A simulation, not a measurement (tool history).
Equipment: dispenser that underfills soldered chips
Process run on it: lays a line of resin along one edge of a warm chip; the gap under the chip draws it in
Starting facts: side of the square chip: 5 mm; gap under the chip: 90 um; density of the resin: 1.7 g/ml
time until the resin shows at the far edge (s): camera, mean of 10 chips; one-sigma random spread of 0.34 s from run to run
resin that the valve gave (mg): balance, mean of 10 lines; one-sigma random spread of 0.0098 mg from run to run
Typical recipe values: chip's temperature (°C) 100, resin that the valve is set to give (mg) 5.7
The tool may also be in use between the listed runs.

| run | hour | chip's temperature (°C) | resin that the valve is set to give (mg) | time until the resin shows at the far edge (s) | resin that the valve gave (mg) |
|---|---|---|---|---|---|
| 1 | 0 | 100 | 5.7 | 22.3 | 5.573 |
|  | 2.2 | dispensing valve cleaned and set on the balance |
| 2 | 6.2 | 97 | 5.7 | 29 | 5.694 |
|  | 12.4 | new syringe of resin |
| 3 | 13 | 95 | 5.7 | 20.4 | 5.696 |
| 4 | 19.2 | 93 | 5.7 | 28 | 5.669 |
| 5 | 24.8 | 93 | 5.7 | 35.5 | 5.661 |
| 6 | 27.9 | 93 | 5.7 | 40.1 | 5.648 |
|  | 30.9 | new syringe of resin |
| 7 | 32 | 100 | 5.7 | 17.3 | 5.665 |
| 8 | 36.5 | 100 | 5.04 | 21.8 | 5.004 |
| 9 | 43.4 | 100 | 5.04 | 28.7 | 4.987 |
|  | 49.1 | new syringe of resin |
| 10 | 49.1 | 100 | 5.04 | 17.6 | 4.999 |
| 11 | 53.3 | 100 | 5.7 | 18.7 | 5.632 |
| 12 | 56.9 | 87 | 5.7 | 35.7 | 5.625 |
| 13 | 60.6 | 105 | 5.7 | 21.9 | 5.609 |
| 14 | 66.3 | 105 | 5.7 | 27 | 5.603 |
|  | 67.6 | new syringe of resin |
| 15 | 70.8 | 100 | 6.63 | 18.2 | 6.501 |
| 16 | 74.1 | 100 | 6.63 | 21.4 | 6.487 |
| 17 | 78.4 | 100 | 6.63 | 25.2 | 6.5 |
| 18 | 82.1 | 100 | 6.63 | 29 | 6.494 |
|  | 86 | new syringe of resin |
| 19 | 89.4 | 104 | 4.91 | 17.4 | 4.789 |
| 20 | 92.9 | 104 | 4.91 | 19.9 | 4.797 |
| 21 | 99.2 | 92 | 6.2 | 36.8 | 6.046 |
|  | 104 | dispensing valve cleaned and set on the balance |
| 22 | 104.1 | 101 | 5.7 | 32.3 | 5.693 |
|  | 105.3 | new syringe of resin |
| 23 | 109 | 85 | 5.96 | 32.5 | 5.933 |
| 24 | 112.7 | 85 | 5.96 | 38.7 | 5.922 |
| 25 | 117.4 | 91 | 7.27 | 36.4 | 7.229 |
| 26 | 121.2 | 112 | 6.54 | 21.6 | 6.48 |

What does the tool deliver on the next run?
|  | 123.8 | new syringe of resin |
| 27 | 125.3 | 112 | 6.54 | ? | ? |

Run 27 came out at time until the resin shows at the far edge (s) 11.9, resin that the valve gave (mg) 6.486.
Had the tool carried no hidden state, the very same run would have given time until the resin shows at the far edge (s) 11.1, resin that the valve gave (mg) 6.537.
